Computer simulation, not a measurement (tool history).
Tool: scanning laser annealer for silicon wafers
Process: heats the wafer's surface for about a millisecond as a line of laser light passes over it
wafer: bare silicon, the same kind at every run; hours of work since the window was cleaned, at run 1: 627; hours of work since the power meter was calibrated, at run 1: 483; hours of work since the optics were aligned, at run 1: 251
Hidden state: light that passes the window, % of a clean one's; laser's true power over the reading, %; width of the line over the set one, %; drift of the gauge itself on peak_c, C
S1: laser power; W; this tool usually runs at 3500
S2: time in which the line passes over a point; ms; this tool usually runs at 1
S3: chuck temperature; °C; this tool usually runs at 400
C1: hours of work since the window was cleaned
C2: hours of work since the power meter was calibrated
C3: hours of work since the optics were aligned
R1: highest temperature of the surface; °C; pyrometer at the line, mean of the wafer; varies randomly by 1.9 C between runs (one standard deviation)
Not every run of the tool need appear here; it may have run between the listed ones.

run	day	S1	S2	S3	C1	C2	C3	R1
1	0	3500	1	400	627	483	251	1100
2	1.571	3500	1	400	645	501	269	1099
3	2.671	3500	1	400	658	514	282	1099
4	3.675	3500	1	400	670	526	294	1100
5	5.304	3500	1	400	688	545	313	1098
6	7.104	3500	1	400	709	566	334	1100
7	8.925	3500	1	400	731	587	355	1099
8	9.95	3500	1	400	742	599	367	1101
9	10.771	3500	1	400	752	608	376	1102
10	12.421	3500	1	400	771	627	395	1100
11	14.254	3500	1	400	792	649	417	1099
12	15.342	3290	1	398	805	661	429	1048
13	16.338	3262	1	405	817	673	441	1052
# day 17.25: window over the wafer cleaned
14	18.233	3262	1	405	11	694	462	1052
15	19.542	3500	0.97	401	27	709	477	1094
16	21.338	3500	0.97	401	48	730	498	1091
17	22.679	3500	1.13	426	63	745	513	1167
18	24.358	3500	1.13	426	83	765	533	1168
19	25.362	3500	1.17	367	94	777	545	1118

Take each entry between the runs: how does the hidden state at the last listed run before it differ from the hidden state at the first listed run after it?
Runs 13 to 14: window over the wafer cleaned (day 17.25)
  light that passes the window, % of a clean one's: 99.95 -> 100

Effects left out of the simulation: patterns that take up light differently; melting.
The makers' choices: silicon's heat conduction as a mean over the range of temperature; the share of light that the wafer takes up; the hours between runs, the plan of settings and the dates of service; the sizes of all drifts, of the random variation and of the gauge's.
